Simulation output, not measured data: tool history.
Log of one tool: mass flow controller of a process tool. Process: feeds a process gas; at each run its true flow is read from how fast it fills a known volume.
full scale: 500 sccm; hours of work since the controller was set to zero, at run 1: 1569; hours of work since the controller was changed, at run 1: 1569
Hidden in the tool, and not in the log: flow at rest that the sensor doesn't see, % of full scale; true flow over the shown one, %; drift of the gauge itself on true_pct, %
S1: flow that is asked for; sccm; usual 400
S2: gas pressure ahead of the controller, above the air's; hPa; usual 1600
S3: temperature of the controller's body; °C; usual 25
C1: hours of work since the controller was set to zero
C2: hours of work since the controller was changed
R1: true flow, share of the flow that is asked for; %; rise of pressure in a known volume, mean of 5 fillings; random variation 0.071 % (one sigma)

run    hour   S1    S2  S3    C1    C2      R1
  1     0.0  400  1600  25  1569  1569   99.67
  2   186.8  400  2750  25  1644  1644  100.03
  3   292.1  400  1600  37  1687  1687   98.34
  4   503.2  400  1600  37  1772  1772   98.12
  5   649.2  400  1600  37  1831  1831   98.06
  6   824.7  400  1600  21  1902  1902   99.69
  7   966.4  400  1600  21  1959  1959   99.64
  8  1114.7  400  1600  25  2019  2019   99.07
  9  1231.1  400  1600  23  2066  2066   99.23
 10  1378.1  400  1600  23  2126  2126   99.25
 11  1586.3  400  1600  23  2210  2210   99.08
 12  1717.3  400  1600  25  2263  2263   98.92
 13  1843.3  400  1600  25  2314  2314   98.66
 14  2059.4  400  1600  25  2401  2401   98.67
 15  2205.8  400  1600  25  2460  2460   98.50
 16  2365.6  400  1600  25  2525  2525   98.49
 17  2532.7  400  2080  25  2592  2592   98.54
 18  2661.8  400  2080  25  2644  2644   98.43
 19  2761.4  400  2080  25  2685  2685   98.44
 20  2893.1  400  2080  25  2738  2738   98.27
 21  2993.0  400  2080  25  2778  2778   98.14
 22  3196.8  400  2080  25  2861  2861   98.00
 23  3330.8  400  2080  25  2915  2915   98.13
 24  3528.0  400  2080  25  2994  2994   97.85
 25  3711.2  400  1600  34  3068  3068   96.69
 26  3856.8  400  2640  25  3127  3127   98.01
 27  3960.3  400  1600  24  3169  3169   97.60
 28  4107.4  400  1600  24  3228  3228   97.58
 29  4236.9  400  2460  40  3281  3281   96.16
 30  4420.8  299  1820  25  3355  3355   97.17
 31  4541.3  400  1460  21  3404  3404   97.62
 32  4644.4  106  1460  40  3446  3446   95.04
 33  4830.6   50  1600  24  3521  3521   96.62
 34  4930.9  162  2540  40  3561  3561   95.54
     4949.3  -- gauge calibrated
 35  5051.1  162  2540  40  3610  3610   98.16
 36  5204.4  400  1760  40  3672  3672   97.94
 37  5390.3  216  1930  27  3747  3747   99.18
 38  5610.5  216  1930  27  3836  3836   98.98
 39  5770.4   71  1930  32  3901  3901   98.37
 40  5923.5   71  1930  32  3962  3962   98.19
 41  6031.6   71  1930  32  4006  4006   98.09
 42  6256.2   71  2250  24  4097  4097   99.01
 43  6426.9  219  2480  25  4166  4166   99.04
 44  6649.2  219  2480  25  4256  4256   98.91
 45  6755.3  219  2480  25  4299  4299   98.83
 46  6952.3  219  2480  25  4378  4378   98.77
 47  7071.5  266  2680  34  4426  4426   97.85
 48  7208.7  125  2100  25  4482  4482   98.43

Some steps in R1 between neighbouring runs. How much of each would the tool show without its hidden state too (settings, what came in, random variation), and how much is left for the hidden state, with any gauge scatter that isn't in both results?
Run 2 -> 3: S2 2750 -> 1600, S3 25 -> 37. R1 -1.69 %: hidden state -0.06, all else -1.63.
Run 29 -> 30: S1 400 -> 299, S2 2460 -> 1820, S3 40 -> 25. R1 +1.01 %: hidden state -0.14, all else +1.15.
Run 31 -> 32: S1 400 -> 106, S3 21 -> 40. R1 -2.58 %: hidden state +0.01, all else -2.59.
Run 32 -> 33: S1 106 -> 50, S2 1460 -> 1600, S3 40 -> 24. R1 +1.58 %: hidden state -0.14, all else +1.72.
Run 34 -> 35: gauge calibrated. R1 +2.62 %: hidden state +2.66, all else -0.04.

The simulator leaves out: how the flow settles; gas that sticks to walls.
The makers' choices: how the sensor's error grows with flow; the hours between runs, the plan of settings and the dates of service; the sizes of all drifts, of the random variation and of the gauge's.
